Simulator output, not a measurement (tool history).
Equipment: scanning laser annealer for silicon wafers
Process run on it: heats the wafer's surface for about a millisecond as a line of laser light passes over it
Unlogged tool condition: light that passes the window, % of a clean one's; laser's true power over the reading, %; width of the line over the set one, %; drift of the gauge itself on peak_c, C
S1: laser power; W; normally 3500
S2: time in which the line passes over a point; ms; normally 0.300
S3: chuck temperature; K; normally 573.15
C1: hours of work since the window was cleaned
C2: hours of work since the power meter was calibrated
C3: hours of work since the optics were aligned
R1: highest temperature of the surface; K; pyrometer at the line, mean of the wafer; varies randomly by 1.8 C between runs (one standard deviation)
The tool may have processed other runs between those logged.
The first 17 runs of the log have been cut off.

run   hour    S1     S2      S3   C1   C2   C3       R1
 18  190.5  3500  0.300  573.15  636  362  536  1262.15
 19  202.2  3500  0.300  573.15  643  369  543  1262.15
 20  210.9  3500  0.286  535.15  648  374  548  1207.15
     216.6  -- optics aligned, line set to its width
 21  226.6  2991  0.286  554.15  655  380    6  1098.15
 22  233.6  2991  0.286  554.15  659  384   10  1098.15
 23  249.3  2991  0.286  554.15  668  393   19  1101.15
 24  264.9  2991  0.286  554.15  677  402   28  1100.15
 25  275.0  3513  0.286  554.15  683  408   34  1220.15
 26  284.9  3698  0.329  573.15  689  414   40  1341.15
     295.8  -- optics aligned, line set to its width, once more
 27  303.5  3698  0.329  573.15  697  422    5  1364.15
 28  313.8  3698  0.329  573.15  703  428   11  1362.15
 29  327.4  3595  0.223  550.15  711  436   19  1156.15
 30  337.7  3500  0.300  566.15  717  442   25  1265.15
 31  351.4  3500  0.316  547.15  725  450   33  1266.15
 32  364.6  3500  0.316  547.15  733  458   41  1264.15

Run 33 comes next. What will it give?
 33  379.4  3500  0.316  547.15  742  467  49   ?

{"run 33": {"R1": 1263.15}}
If the tool had no hidden condition, the same run with the same run-to-run variation would have returned R1 1304.15 K.

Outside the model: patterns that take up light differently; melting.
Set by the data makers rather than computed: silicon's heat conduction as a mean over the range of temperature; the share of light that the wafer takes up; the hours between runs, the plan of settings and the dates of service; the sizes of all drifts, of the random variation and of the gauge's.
